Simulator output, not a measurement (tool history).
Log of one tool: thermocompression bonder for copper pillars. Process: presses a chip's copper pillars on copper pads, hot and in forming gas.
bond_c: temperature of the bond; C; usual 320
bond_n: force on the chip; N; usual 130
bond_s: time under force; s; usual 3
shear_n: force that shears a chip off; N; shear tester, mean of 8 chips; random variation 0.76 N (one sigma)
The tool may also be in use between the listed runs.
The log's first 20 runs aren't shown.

{"run": 21, "hour": 801.9, "bond_c": 349, "bond_n": 126, "bond_s": 4, "shear_n": 70.0}
{"hour": 823.6, "done": "forming gas filter changed"}
{"run": 22, "hour": 854.8, "bond_c": 327, "bond_n": 79, "bond_s": 3, "shear_n": 43.0}
{"run": 23, "hour": 899.0, "bond_c": 327, "bond_n": 79, "bond_s": 3, "shear_n": 42.2}
{"run": 24, "hour": 929.9, "bond_c": 320, "bond_n": 130, "bond_s": 3, "shear_n": 51.1}
{"hour": 936.8, "done": "heater calibrated with a thermocouple chip"}
{"run": 25, "hour": 965.8, "bond_c": 320, "bond_n": 151, "bond_s": 6, "shear_n": 66.9}
{"run": 26, "hour": 995.4, "bond_c": 320, "bond_n": 130, "bond_s": 2, "shear_n": 40.3}
{"run": 27, "hour": 1032.8, "bond_c": 333, "bond_n": 102, "bond_s": 8, "shear_n": 68.4}
{"run": 28, "hour": 1074.7, "bond_c": 333, "bond_n": 102, "bond_s": 8, "shear_n": 67.1}
{"run": 29, "hour": 1129.2, "bond_c": 326, "bond_n": 171, "bond_s": 6, "shear_n": 72.1}
{"run": 30, "hour": 1175.5, "bond_c": 326, "bond_n": 171, "bond_s": 6, "shear_n": 69.2}
{"hour": 1185.5, "done": "forming gas filter changed"}
{"hour": 1197.5, "done": "heater calibrated with a thermocouple chip, once more"}
{"run": 31, "hour": 1228.7, "bond_c": 326, "bond_n": 171, "bond_s": 6, "shear_n": 87.8}
{"run": 32, "hour": 1279.5, "bond_c": 312, "bond_n": 95, "bond_s": 5, "shear_n": 53.6}
{"run": 33, "hour": 1315.2, "bond_c": 302, "bond_n": 144, "bond_s": 3, "shear_n": 49.4}
{"run": 34, "hour": 1359.2, "bond_c": 330, "bond_n": 130, "bond_s": 2, "shear_n": 53.1}
{"run": 35, "hour": 1402.9, "bond_c": 330, "bond_n": 100, "bond_s": 3, "shear_n": 53.4}
{"run": 36, "hour": 1453.3, "bond_c": 320, "bond_n": 130, "bond_s": 3, "shear_n": 53.8}
{"run": 37, "hour": 1501.0, "bond_c": 302, "bond_n": 112, "bond_s": 6, "shear_n": 51.4}
{"run": 38, "hour": 1537.1, "bond_c": 302, "bond_n": 112, "bond_s": 6, "shear_n": 51.8}

Forecast each of these 5 alternatives for the next run:
{"hour": 1546.6, "done": "forming gas filter changed"}
{"run": "A", "hour": 1595.2, "bond_c": 320, "bond_n": 112, "bond_s": 3, "shear_n": "?"}
{"hour": 1546.6, "done": "forming gas filter changed"}
{"run": "B", "hour": 1595.2, "bond_c": 320, "bond_n": 149, "bond_s": 5, "shear_n": "?"}
{"hour": 1546.6, "done": "forming gas filter changed"}
{"run": "C", "hour": 1595.2, "bond_c": 338, "bond_n": 112, "bond_s": 6, "shear_n": "?"}
{"hour": 1546.6, "done": "forming gas filter changed"}
{"run": "D", "hour": 1595.2, "bond_c": 302, "bond_n": 90, "bond_s": 6, "shear_n": "?"}
{"hour": 1546.6, "done": "forming gas filter changed"}
{"run": "E", "hour": 1595.2, "bond_c": 320, "bond_n": 130, "bond_s": 2, "shear_n": "?"}

run=A shear_n=51.9
run=B shear_n=71.3
run=C shear_n=77.4
run=D shear_n=49.7
run=E shear_n=48.2
Without the tool's hidden state the same runs would have given:
run=A shear_n=52.0
run=B shear_n=71.5
run=C shear_n=77.7
run=D shear_n=49.8
run=E shear_n=48.3
